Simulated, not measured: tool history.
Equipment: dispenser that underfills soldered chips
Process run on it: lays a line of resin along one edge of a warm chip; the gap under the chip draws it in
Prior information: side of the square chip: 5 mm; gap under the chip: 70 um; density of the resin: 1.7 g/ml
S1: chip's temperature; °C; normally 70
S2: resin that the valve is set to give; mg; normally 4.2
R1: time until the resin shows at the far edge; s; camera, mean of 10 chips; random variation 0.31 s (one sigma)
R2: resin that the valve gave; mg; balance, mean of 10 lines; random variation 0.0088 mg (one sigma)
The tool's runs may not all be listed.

run	hour	S1	S2	R1	R2
1	0	70	4.2	8.1	4.081
2	4.8	70	4.2	10.4	4.065
3	7.6	70	4.2	12.1	4.074
4	11.8	70	4.2	8.1	4.078
5	14.2	70	4.2	8.4	4.062
6	16.9	70	4.2	9.6	4.062
7	20.1	70	4.2	12.3	4.051
8	23.2	70	4.2	7	4.058
9	26.6	69	4.2	9	4.052
10	29.6	70	4.2	10.4	4.041
11	34.3	70	4.2	6.6	4.025
12	37.7	70	4.2	8.4	4.039
13	41.5	70	3.62	10.7	3.473
14	44.4	75	5.04	10.1	4.834
15	49.6	76	5.48	6.2	5.248
16	51.6	76	5.48	7.3	5.244
17	55.5	61	5.11	14.5	4.878
18	60	61	5.11	9	4.885
19	64.5	75	5.03	7.5	4.794
20	69.4	75	5.03	10.3	4.807
21	73.7	81	4.01	6	3.816
22	76.6	73	5.46	7.8	5.199

Taken out of this log: 6 entries between the listed runs. Where each belongs, and how the hidden state differs across it:
After run 3, before run 4: new syringe of resin (hour 8.8)
  resin's viscosity, % of fresh resin's: 198.5 -> 119.6; dose that the valve gives, % of what is set: 96.85 -> 96.75; true chip temperature over the reading, C: -0.12 -> -0.13
  the result without the hidden state subtracted from the measured one, R1: +6 -> +1.2 s; R2: -0.132 -> -0.136 mg
After run 7, before run 8: new syringe of resin (hour 21.1)
  resin's viscosity, % of fresh resin's: 198.1 -> 114.9; dose that the valve gives, % of what is set: 96.54 -> 96.47
  the result without the hidden state subtracted from the measured one, R1: +6.2 -> +1 s; R2: -0.146 -> -0.148 mg
After run 10, before run 11: new syringe of resin (hour 33.3)
  resin's viscosity, % of fresh resin's: 169 -> 107.1; dose that the valve gives, % of what is set: 96.29 -> 96.18; true chip temperature over the reading, C: -0.18 -> -0.2
  the result without the hidden state subtracted from the measured one, R1: +4.4 -> +0.5 s; R2: -0.156 -> -0.161 mg
After run 14, before run 15: new syringe of resin (hour 45.5)
  resin's viscosity, % of fresh resin's: 197 -> 127.5; dose that the valve gives, % of what is set: 95.93 -> 95.81; true chip temperature over the reading, C: -0.23 -> -0.25
  the result without the hidden state subtracted from the measured one, R1: +5.1 -> +1.4 s; R2: -0.205 -> -0.23 mg
After run 17, before run 18: new syringe of resin (hour 57.8)
  resin's viscosity, % of fresh resin's: 182.8 -> 112.2; dose that the valve gives, % of what is set: 95.67 -> 95.56; true chip temperature over the reading, C: -0.26 -> -0.28
  the result without the hidden state subtracted from the measured one, R1: +6.7 -> +1.1 s; R2: -0.221 -> -0.227 mg
After run 20, before run 21: new syringe of resin (hour 70)
  resin's viscosity, % of fresh resin's: 197.8 -> 125.8; dose that the valve gives, % of what is set: 95.32 -> 95.22; true chip temperature over the reading, C: -0.31 -> -0.32
  the result without the hidden state subtracted from the measured one, R1: +5.2 -> +1.3 s; R2: -0.236 -> -0.192 mg
